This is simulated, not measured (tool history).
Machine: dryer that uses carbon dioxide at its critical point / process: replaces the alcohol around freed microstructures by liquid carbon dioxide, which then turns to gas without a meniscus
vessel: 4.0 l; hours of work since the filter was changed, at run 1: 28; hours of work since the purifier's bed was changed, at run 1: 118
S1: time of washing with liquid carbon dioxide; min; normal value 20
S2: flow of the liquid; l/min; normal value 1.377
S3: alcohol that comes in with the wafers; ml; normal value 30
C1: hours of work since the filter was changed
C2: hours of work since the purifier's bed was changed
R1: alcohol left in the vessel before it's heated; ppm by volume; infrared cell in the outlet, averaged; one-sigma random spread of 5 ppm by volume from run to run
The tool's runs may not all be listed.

run,hour,S1,S2,S3,C1,C2,R1
1,0,20,1.377,30,28,118,97
2,8.1,20,1.1,30,33,123,180
3,19.1,20,1.1,30,39,129,171
4,27.1,20,1.38,30,44,134,88
5,36.9,20,1.377,30,50,139,103
6,45.2,20,1.377,30,55,144,106
7,53.7,20,0.99,30,60,149,265
8,62.3,20,0.99,30,65,154,262
9,71.4,20,1.96,30,70,160,82
10,79.1,20,1.377,30,74,164,117
11,90.7,20,1.377,30,81,171,117
12,102.7,20,1.377,30,88,178,134
13,114.2,28,1.377,30,95,185,96
14,125.2,28,1.377,30,101,191,95
15,135.2,20,1.377,30,107,197,148
16,142.6,20,1.377,30,112,201,146
17,153.1,20,1.377,30,118,208,149
18,163.8,20,1.377,30,124,214,149
19,176.1,20,1.377,30,131,221,151
20,187.3,16,0.87,36,138,228,843
21,195.2,17,1.72,48,142,232,167
22,204.9,17,1.72,48,148,238,170
23,214.7,17,1.72,48,154,244,161
24,222,15,1.17,43,158,248,554
25,227.2,15,1.17,43,161,251,592
26,235.1,20,1.91,30,166,256,127
27,246.1,20,1.91,30,172,262,129
28,252.5,20,1.41,25,176,266,165
29,264,15,1.02,53,183,273,994
30,272.8,15,1.02,52,188,278,1009
31,280.9,22,2.19,58,193,282,131
32,286.2,22,2.19,58,196,286,134
33,294.8,22,2.19,58,201,291,131
# hour 303.5: inlet filter changed
34,303.7,23,1.26,22,0,295,156
35,315.5,27,1.06,93,7,302,226
36,328.3,19,1.63,56,15,310,167

Results per run with the tool's hidden condition removed, run-to-run variation unchanged:
Hidden state present: flow that reaches the vessel past the clogged filter, %; alcohol in the recycled carbon dioxide, ppm; drift of the gauge itself on alcohol_ppm, %.
run,R1
1,40
2,113
3,101
4,24
5,34
6,35
7,174
8,168
9,9
10,32
11,31
12,43
13,11
14,9
15,47
16,39
17,41
18,38
19,37
20,616
21,44
22,45
23,34
24,337
25,361
26,8
27,8
28,32
29,669
30,676
31,0
32,5
33,0
34,20
35,90
36,24
